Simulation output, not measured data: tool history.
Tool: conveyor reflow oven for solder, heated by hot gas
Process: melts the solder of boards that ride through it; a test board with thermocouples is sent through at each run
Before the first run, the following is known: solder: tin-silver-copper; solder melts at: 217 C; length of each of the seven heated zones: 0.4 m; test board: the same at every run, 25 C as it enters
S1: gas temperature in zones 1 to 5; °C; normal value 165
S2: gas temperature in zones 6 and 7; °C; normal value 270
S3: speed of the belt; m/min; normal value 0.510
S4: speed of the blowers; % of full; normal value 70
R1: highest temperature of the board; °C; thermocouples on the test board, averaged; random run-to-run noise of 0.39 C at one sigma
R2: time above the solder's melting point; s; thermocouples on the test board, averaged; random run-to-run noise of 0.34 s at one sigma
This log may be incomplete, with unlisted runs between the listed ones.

run	hour	S1	S2	S3	S4	R1	R2
1	0.0	165	270	0.510	70	255.7	71.3
# hour 29.2: flux residue cleaned out of gas plates and filters
2	46.9	165	270	0.510	70	255.3	71.7
3	149.3	165	270	0.510	70	255.1	70.8
4	241.2	165	270	0.510	70	254.1	71.0
# hour 262.3: thermocouples of zones 6 and 7 changed
5	305.6	165	270	0.510	70	255.8	71.9
6	401.3	165	270	0.510	70	254.9	71.6
# hour 456.1: flux residue cleaned out of gas plates and filters
7	495.1	165	270	0.510	70	255.3	73.0
8	577.2	165	270	0.510	76	257.0	73.9
9	649.0	165	270	0.525	76	255.6	70.4
10	702.0	165	270	0.525	76	256.5	70.6
11	763.9	165	270	0.525	57	250.1	64.2
12	828.7	169	270	0.552	79	255.3	67.4
13	873.1	169	270	0.552	79	254.2	67.3
# hour 882.7: flux residue cleaned out of gas plates and filters
14	938.1	169	270	0.552	79	255.0	68.1
15	991.4	165	283	0.562	66	262.3	69.6
16	1038.4	165	270	0.598	70	249.4	56.5
17	1099.6	175	270	0.574	85	255.5	68.3
18	1150.4	156	270	0.510	61	250.0	64.7
19	1217.6	156	270	0.510	61	250.5	63.9
# hour 1237.7: belt drive overhauled, speed set with a stopwatch
# hour 1245.6: thermocouples of zones 6 and 7 changed
20	1269.1	172	281	0.470	57	265.0	87.0
# hour 1317.5: flux residue cleaned out of gas plates and filters
21	1333.9	172	281	0.470	57	266.3	87.0
22	1411.8	152	281	0.411	70	269.5	97.2

5 options for the next run, each taken on its own from the tool as it stands now. Forecast them:
A	1498.8	165	258	0.510	73	?	?
B	1498.8	152	281	0.528	57	?	?
C	1498.8	169	270	0.510	76	?	?
D	1498.8	167	281	0.411	70	?	?
E	1498.8	152	272	0.411	68	?	?

run	R1	R2
A	245.2	61.6
B	257.3	64.1
C	257.4	73.8
D	272.0	103.1
E	261.1	90.1
What these runs would have given with no unlogged condition in the tool:
run	R1	R2
A	246.3	62.7
B	258.4	64.8
C	258.6	74.4
D	273.1	103.3
E	262.2	90.7
